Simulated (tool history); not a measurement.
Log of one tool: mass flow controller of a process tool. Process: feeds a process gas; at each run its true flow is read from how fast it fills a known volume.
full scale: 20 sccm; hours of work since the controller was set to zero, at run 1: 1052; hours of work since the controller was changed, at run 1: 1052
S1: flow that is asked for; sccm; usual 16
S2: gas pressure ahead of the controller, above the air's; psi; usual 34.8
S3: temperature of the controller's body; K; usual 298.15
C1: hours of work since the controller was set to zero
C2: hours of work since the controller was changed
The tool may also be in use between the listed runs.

{"run": 1, "hour": 0.0, "S1": 16, "S2": 34.8, "S3": 298.15, "C1": 1052, "C2": 1052, "true flow (%)": 99.62}
{"run": 2, "hour": 171.2, "S1": 16, "S2": 34.8, "S3": 298.15, "C1": 1181, "C2": 1181, "true flow (%)": 99.69}
{"run": 3, "hour": 474.3, "S1": 16, "S2": 23.8, "S3": 298.15, "C1": 1411, "C2": 1411, "true flow (%)": 99.88}
{"run": 4, "hour": 754.7, "S1": 16, "S2": 34.8, "S3": 299.15, "C1": 1623, "C2": 1623, "true flow (%)": 99.62}
{"run": 5, "hour": 990.6, "S1": 16, "S2": 34.8, "S3": 299.15, "C1": 1801, "C2": 1801, "true flow (%)": 99.85}
{"run": 6, "hour": 1177.0, "S1": 16, "S2": 34.8, "S3": 299.15, "C1": 1942, "C2": 1942, "true flow (%)": 99.78}
{"run": 7, "hour": 1351.2, "S1": 9, "S2": 34.8, "S3": 299.15, "C1": 2074, "C2": 2074, "true flow (%)": 99.44}
{"run": 8, "hour": 1554.9, "S1": 16, "S2": 34.8, "S3": 298.15, "C1": 2228, "C2": 2228, "true flow (%)": 99.61}
{"run": 9, "hour": 1697.4, "S1": 16, "S2": 34.8, "S3": 298.15, "C1": 2336, "C2": 2336, "true flow (%)": 99.61}
{"run": 10, "hour": 1911.8, "S1": 16, "S2": 34.8, "S3": 298.15, "C1": 2499, "C2": 2499, "true flow (%)": 99.74}
{"run": 11, "hour": 2097.5, "S1": 3, "S2": 34.8, "S3": 298.15, "C1": 2639, "C2": 2639, "true flow (%)": 98.94}
{"run": 12, "hour": 2383.7, "S1": 3, "S2": 34.8, "S3": 298.15, "C1": 2856, "C2": 2856, "true flow (%)": 99.02}
{"run": 13, "hour": 2564.8, "S1": 3, "S2": 34.8, "S3": 298.15, "C1": 2993, "C2": 2993, "true flow (%)": 98.98}
{"run": 14, "hour": 2830.9, "S1": 3, "S2": 34.8, "S3": 298.15, "C1": 3194, "C2": 3194, "true flow (%)": 99.12}
{"run": 15, "hour": 3146.9, "S1": 3, "S2": 34.8, "S3": 298.15, "C1": 3433, "C2": 3433, "true flow (%)": 99.04}
{"run": 16, "hour": 3278.4, "S1": 4, "S2": 34.8, "S3": 296.15, "C1": 3533, "C2": 3533, "true flow (%)": 98.96}
{"run": 17, "hour": 3598.0, "S1": 4, "S2": 34.8, "S3": 296.15, "C1": 3775, "C2": 3775, "true flow (%)": 98.99}
{"run": 18, "hour": 3799.5, "S1": 11, "S2": 37.4, "S3": 311.15, "C1": 3927, "C2": 3927, "true flow (%)": 100.78}
{"run": 19, "hour": 4104.6, "S1": 11, "S2": 37.4, "S3": 311.15, "C1": 4158, "C2": 4158, "true flow (%)": 100.77}
{"run": 20, "hour": 4369.7, "S1": 11, "S2": 37.4, "S3": 311.15, "C1": 4359, "C2": 4359, "true flow (%)": 100.74}
{"run": 21, "hour": 4606.6, "S1": 2, "S2": 37.4, "S3": 312.15, "C1": 4538, "C2": 4538, "true flow (%)": 100.46}
{"run": 22, "hour": 4905.3, "S1": 2, "S2": 35.5, "S3": 300.15, "C1": 4764, "C2": 4764, "true flow (%)": 99.06}
{"run": 23, "hour": 5207.0, "S1": 3, "S2": 34.1, "S3": 300.15, "C1": 4992, "C2": 4992, "true flow (%)": 99.2}
{"run": 24, "hour": 5484.4, "S1": 13, "S2": 26.4, "S3": 310.15, "C1": 5202, "C2": 5202, "true flow (%)": 101.12}
{"run": 25, "hour": 5720.7, "S1": 3, "S2": 22.0, "S3": 294.15, "C1": 5381, "C2": 5381, "true flow (%)": 99.06}
{"run": 26, "hour": 5929.9, "S1": 7, "S2": 35.1, "S3": 303.15, "C1": 5539, "C2": 5539, "true flow (%)": 99.76}
{"run": 27, "hour": 6221.9, "S1": 7, "S2": 35.1, "S3": 303.15, "C1": 5760, "C2": 5760, "true flow (%)": 99.85}
{"run": 28, "hour": 6523.0, "S1": 7, "S2": 35.1, "S3": 303.15, "C1": 5988, "C2": 5988, "true flow (%)": 99.78}
{"hour": 6795.8, "done": "controller's zero set anew"}
{"run": 29, "hour": 6820.6, "S1": 7, "S2": 34.8, "S3": 298.15, "C1": 19, "C2": 6213, "true flow (%)": 99.18}

3 ways to go on from here, each from the tool as it stands after run 29. What would each give?
{"run": "A", "hour": 7000.1, "S1": 10, "S2": 34.8, "S3": 298.15, "C1": 155, "C2": 6349, "true flow (%)": "?"}
{"run": "B", "hour": 7000.1, "S1": 9, "S2": 22.0, "S3": 298.15, "C1": 155, "C2": 6349, "true flow (%)": "?"}
{"run": "C", "hour": 7000.1, "S1": 7, "S2": 34.1, "S3": 298.15, "C1": 155, "C2": 6349, "true flow (%)": "?"}

run=A true_flow_(%)=99.53
run=B true_flow_(%)=99.70
run=C true_flow_(%)=99.23
Without the tool's hidden state the same runs would have given:
run=A true_flow_(%)=99.50
run=B true_flow_(%)=99.68
run=C true_flow_(%)=99.21
